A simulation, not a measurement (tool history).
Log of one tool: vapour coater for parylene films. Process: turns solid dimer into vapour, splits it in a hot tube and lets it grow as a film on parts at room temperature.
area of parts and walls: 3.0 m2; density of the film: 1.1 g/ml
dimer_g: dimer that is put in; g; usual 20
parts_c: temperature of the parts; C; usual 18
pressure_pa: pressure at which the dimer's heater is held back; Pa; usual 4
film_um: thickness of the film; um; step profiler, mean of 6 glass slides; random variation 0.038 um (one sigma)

run	day	dimer_g	parts_c	pressure_pa	film_um
1	0	20	18	4	3.65
2	0.817	20	18	4	3.56
3	1.596	20	18	4	3.6
4	2.021	20	19	4	3.5
5	2.642	20	18	2.99	3.59
6	3.242	20	18	2.98	3.53
7	3.704	20	18	2.98	3.56
8	4.225	20	18	2.98	3.5
# day 4.462: trap's valve overhauled
9	4.946	20	11	4	4.57
10	5.588	20	18	4	4.04
11	5.975	20	18	4	4.06
12	6.571	20	18	4	3.88
13	7.3	18	27	4.84	2.99
14	7.671	34	14	2.4	7.37
15	8.233	20	13	2.4	4.38
16	8.858	20	13	2.4	4.34
17	9.292	25	13	6.07	5.21
18	9.967	25	11	2.49	5.6
19	10.642	25	11	2.49	5.53
20	11.104	25	11	2.49	5.37
21	11.679	9	23	4.49	1.56
22	12.217	9	23	4.49	1.54
23	12.562	9	23	11.51	1.49

5 ways to go on from here, each from the tool as it stands after run 23. What would each give?
A	12.946	8	14	2.33	?
B	12.946	9	21	11.51	?
C	12.946	9	18	11.51	?
D	12.946	14	13	11.51	?
E	12.946	12	10	2.99	?

run	film_um
A	1.66
B	1.53
C	1.61
D	2.74
E	2.65
Without the tool's hidden state the same runs would have given:
run	film_um
A	1.78
B	1.64
C	1.72
D	2.93
E	2.84

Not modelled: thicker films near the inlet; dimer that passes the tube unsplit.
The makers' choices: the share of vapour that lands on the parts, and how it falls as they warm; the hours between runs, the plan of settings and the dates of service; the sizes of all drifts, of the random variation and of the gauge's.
